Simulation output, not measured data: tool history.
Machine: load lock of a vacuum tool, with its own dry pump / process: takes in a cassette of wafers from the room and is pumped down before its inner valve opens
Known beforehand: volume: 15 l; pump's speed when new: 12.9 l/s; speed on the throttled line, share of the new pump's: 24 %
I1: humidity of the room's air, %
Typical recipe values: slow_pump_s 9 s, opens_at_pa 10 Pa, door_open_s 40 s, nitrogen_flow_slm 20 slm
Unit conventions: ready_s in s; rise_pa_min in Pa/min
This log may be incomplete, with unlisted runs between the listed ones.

{"run": 1, "hour": 0.0, "slow_pump_s": 9, "opens_at_pa": 10, "door_open_s": 40, "nitrogen_flow_slm": 20, "I1": 46.9, "ready_s": 18.4, "rise_pa_min": 0.049}
{"run": 2, "hour": 146.4, "slow_pump_s": 9, "opens_at_pa": 10, "door_open_s": 40, "nitrogen_flow_slm": 7, "I1": 46.7, "ready_s": 18.2, "rise_pa_min": 0.056}
{"run": 3, "hour": 264.8, "slow_pump_s": 9, "opens_at_pa": 10, "door_open_s": 40, "nitrogen_flow_slm": 20, "I1": 46.4, "ready_s": 18.5, "rise_pa_min": 0.049}
{"run": 4, "hour": 503.2, "slow_pump_s": 9, "opens_at_pa": 10, "door_open_s": 40, "nitrogen_flow_slm": 20, "I1": 44.2, "ready_s": 18.5, "rise_pa_min": 0.05}
{"run": 5, "hour": 770.5, "slow_pump_s": 9, "opens_at_pa": 10, "door_open_s": 40, "nitrogen_flow_slm": 8, "I1": 43.1, "ready_s": 18.4, "rise_pa_min": 0.063}
{"run": 6, "hour": 918.4, "slow_pump_s": 9, "opens_at_pa": 10, "door_open_s": 40, "nitrogen_flow_slm": 8, "I1": 45.1, "ready_s": 18.5, "rise_pa_min": 0.06}
{"run": 7, "hour": 1185.8, "slow_pump_s": 9, "opens_at_pa": 10, "door_open_s": 40, "nitrogen_flow_slm": 8, "I1": 48.3, "ready_s": 17.9, "rise_pa_min": 0.061}
{"run": 8, "hour": 1399.8, "slow_pump_s": 9, "opens_at_pa": 14, "door_open_s": 40, "nitrogen_flow_slm": 20, "I1": 46.8, "ready_s": 18.2, "rise_pa_min": 0.055}
{"run": 9, "hour": 1661.2, "slow_pump_s": 9, "opens_at_pa": 14, "door_open_s": 40, "nitrogen_flow_slm": 20, "I1": 46.9, "ready_s": 17.9, "rise_pa_min": 0.061}
{"run": 10, "hour": 1871.9, "slow_pump_s": 9, "opens_at_pa": 14, "door_open_s": 40, "nitrogen_flow_slm": 20, "I1": 42.6, "ready_s": 18.3, "rise_pa_min": 0.055}
{"run": 11, "hour": 2067.1, "slow_pump_s": 9, "opens_at_pa": 14, "door_open_s": 40, "nitrogen_flow_slm": 20, "I1": 46.9, "ready_s": 18.2, "rise_pa_min": 0.063}
{"run": 12, "hour": 2238.2, "slow_pump_s": 9, "opens_at_pa": 14, "door_open_s": 40, "nitrogen_flow_slm": 20, "I1": 45.8, "ready_s": 17.9, "rise_pa_min": 0.065}
{"run": 13, "hour": 2367.0, "slow_pump_s": 9, "opens_at_pa": 14, "door_open_s": 40, "nitrogen_flow_slm": 20, "I1": 45.7, "ready_s": 18.3, "rise_pa_min": 0.06}
{"run": 14, "hour": 2524.2, "slow_pump_s": 5, "opens_at_pa": 10, "door_open_s": 40, "nitrogen_flow_slm": 20, "I1": 46.0, "ready_s": 15.9, "rise_pa_min": 0.065}
{"run": 15, "hour": 2703.7, "slow_pump_s": 5, "opens_at_pa": 10, "door_open_s": 40, "nitrogen_flow_slm": 20, "I1": 46.2, "ready_s": 16.1, "rise_pa_min": 0.065}
{"run": 16, "hour": 2847.2, "slow_pump_s": 5, "opens_at_pa": 10, "door_open_s": 40, "nitrogen_flow_slm": 20, "I1": 42.7, "ready_s": 15.3, "rise_pa_min": 0.061}
{"run": 17, "hour": 3000.6, "slow_pump_s": 5, "opens_at_pa": 10, "door_open_s": 40, "nitrogen_flow_slm": 20, "I1": 47.5, "ready_s": 15.3, "rise_pa_min": 0.065}
{"run": 18, "hour": 3129.3, "slow_pump_s": 9, "opens_at_pa": 15, "door_open_s": 40, "nitrogen_flow_slm": 20, "I1": 46.9, "ready_s": 18.2, "rise_pa_min": 0.07}
{"run": 19, "hour": 3396.5, "slow_pump_s": 6, "opens_at_pa": 17, "door_open_s": 116, "nitrogen_flow_slm": 31, "I1": 45.9, "ready_s": 15.9, "rise_pa_min": 0.075}
{"run": 20, "hour": 3536.0, "slow_pump_s": 9, "opens_at_pa": 10, "door_open_s": 40, "nitrogen_flow_slm": 20, "I1": 43.1, "ready_s": 18.6, "rise_pa_min": 0.073}
{"run": 21, "hour": 3649.3, "slow_pump_s": 7, "opens_at_pa": 19, "door_open_s": 147, "nitrogen_flow_slm": 17, "I1": 43.8, "ready_s": 16.3, "rise_pa_min": 0.086}
{"run": 22, "hour": 3761.5, "slow_pump_s": 10, "opens_at_pa": 7, "door_open_s": 147, "nitrogen_flow_slm": 9, "I1": 44.7, "ready_s": 20.0, "rise_pa_min": 0.099}
{"run": 23, "hour": 3918.7, "slow_pump_s": 17, "opens_at_pa": 7, "door_open_s": 147, "nitrogen_flow_slm": 9, "I1": 49.5, "ready_s": 25.1, "rise_pa_min": 0.105}
{"run": 24, "hour": 4098.1, "slow_pump_s": 17, "opens_at_pa": 7, "door_open_s": 147, "nitrogen_flow_slm": 9, "I1": 46.7, "ready_s": 25.1, "rise_pa_min": 0.109}
{"run": 25, "hour": 4350.4, "slow_pump_s": 17, "opens_at_pa": 7, "door_open_s": 147, "nitrogen_flow_slm": 9, "I1": 47.2, "ready_s": 25.2, "rise_pa_min": 0.103}
{"run": 26, "hour": 4465.4, "slow_pump_s": 9, "opens_at_pa": 10, "door_open_s": 96, "nitrogen_flow_slm": 24, "I1": 44.5, "ready_s": 18.9, "rise_pa_min": 0.084}
{"run": 27, "hour": 4675.4, "slow_pump_s": 11, "opens_at_pa": 7, "door_open_s": 74, "nitrogen_flow_slm": 30, "I1": 43.3, "ready_s": 21.4, "rise_pa_min": 0.083}
{"run": 28, "hour": 4833.4, "slow_pump_s": 9, "opens_at_pa": 11, "door_open_s": 32, "nitrogen_flow_slm": 6, "I1": 46.7, "ready_s": 19.0, "rise_pa_min": 0.091}
{"run": 29, "hour": 5009.8, "slow_pump_s": 9, "opens_at_pa": 11, "door_open_s": 32, "nitrogen_flow_slm": 6, "I1": 43.5, "ready_s": 19.0, "rise_pa_min": 0.098}
{"run": 30, "hour": 5135.3, "slow_pump_s": 5, "opens_at_pa": 11, "door_open_s": 56, "nitrogen_flow_slm": 6, "I1": 45.7, "ready_s": 16.2, "rise_pa_min": 0.095}
{"run": 31, "hour": 5394.1, "slow_pump_s": 6, "opens_at_pa": 11, "door_open_s": 56, "nitrogen_flow_slm": 7, "I1": 46.8, "ready_s": 17.2, "rise_pa_min": 0.103}
{"run": 32, "hour": 5585.3, "slow_pump_s": 18, "opens_at_pa": 14, "door_open_s": 120, "nitrogen_flow_slm": 11, "I1": 44.9, "ready_s": 25.1, "rise_pa_min": 0.111}
{"run": 33, "hour": 5799.9, "slow_pump_s": 18, "opens_at_pa": 14, "door_open_s": 120, "nitrogen_flow_slm": 11, "I1": 41.6, "ready_s": 25.3, "rise_pa_min": 0.108}
{"run": 34, "hour": 5912.8, "slow_pump_s": 18, "opens_at_pa": 14, "door_open_s": 120, "nitrogen_flow_slm": 11, "I1": 42.2, "ready_s": 25.3, "rise_pa_min": 0.109}
{"run": 35, "hour": 6114.7, "slow_pump_s": 18, "opens_at_pa": 14, "door_open_s": 120, "nitrogen_flow_slm": 11, "I1": 47.9, "ready_s": 24.9, "rise_pa_min": 0.115}
{"run": 36, "hour": 6247.2, "slow_pump_s": 4, "opens_at_pa": 8, "door_open_s": 82, "nitrogen_flow_slm": 11, "I1": 48.5, "ready_s": 16.2, "rise_pa_min": 0.111}

Here are 3 independent what-if runs from the current tool condition. What would each one return?
{"run": "A", "hour": 6411.2, "slow_pump_s": 9, "opens_at_pa": 10, "door_open_s": 40, "nitrogen_flow_slm": 33, "I1": 41.6, "ready_s": "?", "rise_pa_min": "?"}
{"run": "B", "hour": 6411.2, "slow_pump_s": 7, "opens_at_pa": 13, "door_open_s": 40, "nitrogen_flow_slm": 27, "I1": 46.2, "ready_s": "?", "rise_pa_min": "?"}
{"run": "C", "hour": 6411.2, "slow_pump_s": 8, "opens_at_pa": 8, "door_open_s": 82, "nitrogen_flow_slm": 24, "I1": 46.1, "ready_s": "?", "rise_pa_min": "?"}

run=A ready_s=19.2 rise_pa_min=0.091
run=B ready_s=17.3 rise_pa_min=0.094
run=C ready_s=19.1 rise_pa_min=0.103
Without the tool's hidden state the same runs would have given:
run=A ready_s=17.4 rise_pa_min=0.022
run=B ready_s=15.5 rise_pa_min=0.023
run=C ready_s=17.2 rise_pa_min=0.033

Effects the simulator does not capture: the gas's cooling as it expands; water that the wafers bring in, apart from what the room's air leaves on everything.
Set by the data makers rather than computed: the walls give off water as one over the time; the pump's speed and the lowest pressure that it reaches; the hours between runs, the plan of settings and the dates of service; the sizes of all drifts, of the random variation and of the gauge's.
